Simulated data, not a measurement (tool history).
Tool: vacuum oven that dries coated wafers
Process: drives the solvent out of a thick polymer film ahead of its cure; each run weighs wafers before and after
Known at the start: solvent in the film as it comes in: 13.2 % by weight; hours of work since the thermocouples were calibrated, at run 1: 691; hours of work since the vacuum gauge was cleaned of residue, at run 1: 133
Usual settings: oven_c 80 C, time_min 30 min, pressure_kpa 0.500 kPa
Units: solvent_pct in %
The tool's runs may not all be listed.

| run | hour | oven_c | time_min | pressure_kpa | hours of work since the thermocouples were calibrated | hours of work since the vacuum gauge was cleaned of residue | solvent_pct |
|---|---|---|---|---|---|---|---|
| 1 | 0.0 | 80 | 30 | 0.500 | 691 | 133 | 1.43 |
| 2 | 46.3 | 80 | 30 | 0.500 | 724 | 166 | 1.49 |
| 3 | 110.6 | 75 | 30 | 0.500 | 771 | 213 | 2.37 |
| 4 | 170.0 | 80 | 23 | 0.500 | 813 | 255 | 2.28 |
| 5 | 268.0 | 80 | 30 | 0.500 | 884 | 326 | 1.52 |
| 6 | 314.9 | 80 | 30 | 0.500 | 918 | 360 | 1.53 |
| 7 | 364.8 | 80 | 30 | 0.500 | 954 | 396 | 1.53 |
| 8 | 455.0 | 80 | 30 | 0.500 | 1019 | 461 | 1.60 |
| 9 | 552.6 | 80 | 30 | 0.420 | 1089 | 531 | 1.60 |
|  | 562.3 | oven's thermocouples calibrated |
| 10 | 645.8 | 87 | 30 | 0.420 | 60 | 597 | 0.86 |
| 11 | 720.9 | 87 | 30 | 0.420 | 114 | 651 | 0.82 |
| 12 | 779.5 | 87 | 30 | 0.420 | 157 | 693 | 0.84 |
| 13 | 835.2 | 87 | 30 | 0.420 | 197 | 733 | 0.78 |
| 14 | 929.4 | 67 | 39 | 1.103 | 265 | 801 | 4.43 |
| 15 | 969.4 | 80 | 27 | 0.864 | 293 | 830 | 2.42 |
|  | 991.3 | oven's thermocouples calibrated, once more |
| 16 | 1066.1 | 80 | 43 | 0.949 | 54 | 899 | 1.04 |
| 17 | 1131.5 | 95 | 37 | 0.796 | 101 | 946 | 0.34 |
| 18 | 1195.0 | 80 | 30 | 0.267 | 147 | 991 | 1.24 |
| 19 | 1238.3 | 80 | 22 | 0.500 | 178 | 1023 | 2.21 |
| 20 | 1301.4 | 80 | 22 | 0.500 | 223 | 1068 | 2.27 |
| 21 | 1397.0 | 90 | 27 | 1.212 | 292 | 1137 | 0.91 |
| 22 | 1491.0 | 90 | 27 | 1.212 | 360 | 1205 | 0.91 |
| 23 | 1550.1 | 90 | 27 | 1.212 | 403 | 1247 | 0.88 |
| 24 | 1616.5 | 80 | 30 | 0.473 | 451 | 1295 | 1.48 |
| 25 | 1688.2 | 88 | 30 | 0.500 | 502 | 1347 | 0.66 |
| 26 | 1745.4 | 88 | 23 | 0.313 | 544 | 1388 | 0.93 |

Forecast each of these 3 alternatives for the next run:
| A | 1841.6 | 78 | 35 | 1.187 | 613 | 1457 | ? |
| B | 1841.6 | 94 | 26 | 0.500 | 613 | 1457 | ? |
| C | 1841.6 | 72 | 30 | 0.595 | 613 | 1457 | ? |

| run | solvent_pct |
|---|---|
| A | 1.99 |
| B | 0.44 |
| C | 3.15 |
Without the tool's hidden state the same runs would have given:
| run | solvent_pct |
|---|---|
| A | 1.59 |
| B | 0.29 |
| C | 2.64 |

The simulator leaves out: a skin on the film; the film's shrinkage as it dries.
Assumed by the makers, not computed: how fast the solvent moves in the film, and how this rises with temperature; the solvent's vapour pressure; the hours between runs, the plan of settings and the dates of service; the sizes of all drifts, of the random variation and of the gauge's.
